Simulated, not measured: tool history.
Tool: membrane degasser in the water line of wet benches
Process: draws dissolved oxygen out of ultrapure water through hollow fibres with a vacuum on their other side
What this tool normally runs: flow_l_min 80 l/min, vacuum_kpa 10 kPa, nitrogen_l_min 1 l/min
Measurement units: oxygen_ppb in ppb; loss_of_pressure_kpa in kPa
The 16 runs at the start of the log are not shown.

| run | day | flow_l_min | vacuum_kpa | nitrogen_l_min | oxygen_ppb | loss_of_pressure_kpa |
|---|---|---|---|---|---|---|
| 17 | 32.971 | 80 | 10 | 1.36 | 691.2 | 25.12 |
| 18 | 34.962 | 87 | 8 | 2.49 | 337.7 | 27.6 |
| 19 | 37.55 | 80 | 14.1 | 2.85 | 613.3 | 25.4 |
| 20 | 39.25 | 80 | 14.1 | 2.85 | 615.8 | 25.04 |
| 21 | 42.288 | 80 | 14.1 | 2.85 | 616.4 | 25.54 |
| 22 | 45.25 | 80 | 14.1 | 2.85 | 614.6 | 25.38 |
|  | 45.517 | vacuum gauge calibrated |
| 23 | 46.5 | 103 | 18.6 | 2.16 | 1252 | 32.35 |
| 24 | 47.742 | 83 | 7.3 | 2.26 | 303.6 | 26.26 |
| 25 | 50.104 | 83 | 8.5 | 1.83 | 456.1 | 26.12 |
| 26 | 52.425 | 83 | 8.5 | 1.83 | 454.9 | 26.23 |
| 27 | 54.246 | 83 | 8.5 | 1.83 | 455.4 | 26.34 |
|  | 54.683 | vacuum gauge calibrated, once more |
| 28 | 56.742 | 83 | 8.5 | 1.83 | 453 | 26.3 |
| 29 | 58.592 | 74 | 19.5 | 0.91 | 1841 | 23.26 |
| 30 | 60.696 | 74 | 19.5 | 0.91 | 1848.1 | 23.49 |
| 31 | 63.625 | 49 | 8.2 | 0.46 | 752.8 | 15.49 |
| 32 | 66.646 | 49 | 8.2 | 0.46 | 754.8 | 15.42 |

What if the next run were any one of these 3? Each begins from the tool's condition after run 32:
| A | 69.246 | 49 | 7.5 | 0.46 | ? | ? |
| B | 69.246 | 97 | 11.7 | 1 | ? | ? |
| C | 69.246 | 119 | 8.6 | 1 | ? | ? |

| run | oxygen_ppb | loss_of_pressure_kpa |
|---|---|---|
| A | 654.2 | 15.58 |
| B | 1168.3 | 30.89 |
| C | 873.6 | 37.62 |
Take away the tool's hidden state, keep each run's random variation, and the runs would have read:
| run | oxygen_ppb | loss_of_pressure_kpa |
|---|---|---|
| A | 653.7 | 15.48 |
| B | 1167.3 | 30.7 |
| C | 871.3 | 37.38 |
